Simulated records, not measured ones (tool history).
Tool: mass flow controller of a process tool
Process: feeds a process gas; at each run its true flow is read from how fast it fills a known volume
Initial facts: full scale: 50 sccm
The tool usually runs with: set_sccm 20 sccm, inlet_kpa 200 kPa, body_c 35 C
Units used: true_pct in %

run,hour,set_sccm,inlet_kpa,body_c,true_pct
1,0,20,200,35,98.63
2,83.3,20,200,35,98.75
3,142.8,20,200,35,98.67
4,251.3,20,200,35,98.69
5,338.7,20,200,23,99.98
6,410.5,20,200,23,99.96
7,496.6,17,200,23,100.02
8,610.2,17,200,23,100.05
9,700.5,17,200,23,99.98
10,820.1,17,200,23,99.96
11,935,17,200,23,99.9
12,1024.2,17,200,23,100.01
13,1094,17,200,23,99.97
14,1218.7,20,232,35,98.65
15,1303.4,20,232,35,98.62
16,1421.7,20,200,35,98.83
17,1500.9,20,200,35,98.75
18,1590.5,20,200,35,98.73
19,1693.6,20,200,35,98.79
20,1781.4,20,200,35,98.71
21,1885.3,20,200,35,98.82
22,1938.4,20,234,35,98.71
23,2051.6,10,200,35,98.75
24,2147.6,10,200,35,98.6
25,2245.8,10,200,35,98.62
26,2298.1,30,197,35,98.84
27,2385.2,36,200,29,99.43
28,2482.6,25,200,40,98.25
29,2544.4,7,151,35,98.73
30,2605.1,7,151,35,98.69
31,2726.1,9,216,35,98.57
32,2805.5,13,141,35,98.82
33,2895,20,156,27,99.74
34,2980.1,20,200,22,100.13
35,3104.5,46,200,38,98.49
36,3199.5,12,187,25,99.74
37,3296.7,12,187,25,99.82
38,3354.4,24,200,36,98.71
39,3417.9,24,200,36,98.62
40,3529,24,200,36,98.69
41,3622.7,19,161,21,100.28
42,3676.2,5,161,21,100.25
43,3791.3,20,277,35,98.41
44,3889.3,20,277,35,98.4
45,3984.5,12,154,23,100.14
46,4053.6,21,152,33,99.02
47,4145.7,14,200,35,98.58
48,4217.6,26,200,39,98.26
49,4333.2,6,146,38,98.59
50,4416.3,7,266,27,99.2

Alternative continuations, all from the tool just after run 50; predict every row:
A,4530.3,20,168,37,?
B,4530.3,44,162,30,?
C,4530.3,20,200,26,?

run,true_pct
A,98.46
B,99.59
C,99.85
The same runs, with their run-to-run variation unchanged, on a tool lacking any hidden condition would have given:
run,true_pct
A,98.47
B,99.59
C,99.86
